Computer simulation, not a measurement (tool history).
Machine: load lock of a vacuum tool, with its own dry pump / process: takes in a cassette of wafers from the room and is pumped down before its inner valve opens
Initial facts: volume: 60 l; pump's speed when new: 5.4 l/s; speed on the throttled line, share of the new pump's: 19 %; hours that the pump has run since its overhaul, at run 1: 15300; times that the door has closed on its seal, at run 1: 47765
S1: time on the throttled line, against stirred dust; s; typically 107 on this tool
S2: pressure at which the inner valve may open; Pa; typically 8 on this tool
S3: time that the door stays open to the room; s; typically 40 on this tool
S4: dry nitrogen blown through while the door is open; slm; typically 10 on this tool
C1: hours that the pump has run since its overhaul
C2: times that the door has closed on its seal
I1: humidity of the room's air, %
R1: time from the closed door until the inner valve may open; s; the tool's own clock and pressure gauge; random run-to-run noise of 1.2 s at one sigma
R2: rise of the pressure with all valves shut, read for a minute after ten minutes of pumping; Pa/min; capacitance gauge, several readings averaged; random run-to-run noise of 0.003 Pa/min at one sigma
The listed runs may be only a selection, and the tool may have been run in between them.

run    hour   S1  S2   S3  S4     C1     C2    I1     R1     R2
  1       0  107   8   40  10  15300  47765  46.2  206.1  0.423
  2   380.8  198   8   40  10  15681  48787  47.9  278.1  0.442
  3   751.1  107   8   40  10  16051  49780  45.7  206.1  0.456
  4     962  107   8   40  10  16262  50346  45.6  207.9  0.466
  5  1146.5  152   8   40  10  16447  50841    45    243  0.467
       1364  -- dry pump taken out, an overhauled one fitted
  6  1534.3  107   8   40  10    170  51866  45.7  192.7  0.489
  7  1733.1  107  10   40  10    369  52399  46.1  189.2  0.498
  8    2095   75   8   40  10    731  53370  45.3  166.9  0.505
  9  2364.1  107  13   68  10   1000  54092  43.7  186.8  0.539
 10  2564.4  107  13   68  10   1200  54629  41.5  187.7   0.53
 11  2943.2  107   8  163  11   1579  55646  44.1  193.1  0.573
     3001.9  -- door's seal changed, seat wiped
 12  3260.7  107   8  163  11   1895    695  47.1  192.2  0.067
 13    3608  107   7   40  11   2242   1627  45.3  196.2  0.029
 14  3876.8  189   9   40  11   2511   2348  45.3  258.3  0.029
 15  4273.9  189   9   40  11   2908   3413  45.3  261.2  0.037

Across each entry between runs, compare the hidden state at the last listed run before it with the hidden state at the first listed run after it:
Run 5 -> run 6: dry pump taken out, an overhauled one fitted (hour 1364)
  pump's speed, % of a new pump's: 85.8 -> 100.8; leak at the door's seal, Pa l/s: 0.4516 -> 0.4647
  measured value less the no-hidden-state value, R1: +13.2 -> -0.7 s; R2: +0.443 -> +0.464 Pa/min
Run 11 -> run 12: door's seal changed, seat wiped (hour 3001.9)
  pump's speed, % of a new pump's: 99.7 -> 99.5; leak at the door's seal, Pa l/s: 0.524 -> 0.004
  measured value less the no-hidden-state value, R1: +0.5 -> +0.5 s; R2: +0.515 -> +0.002 Pa/min
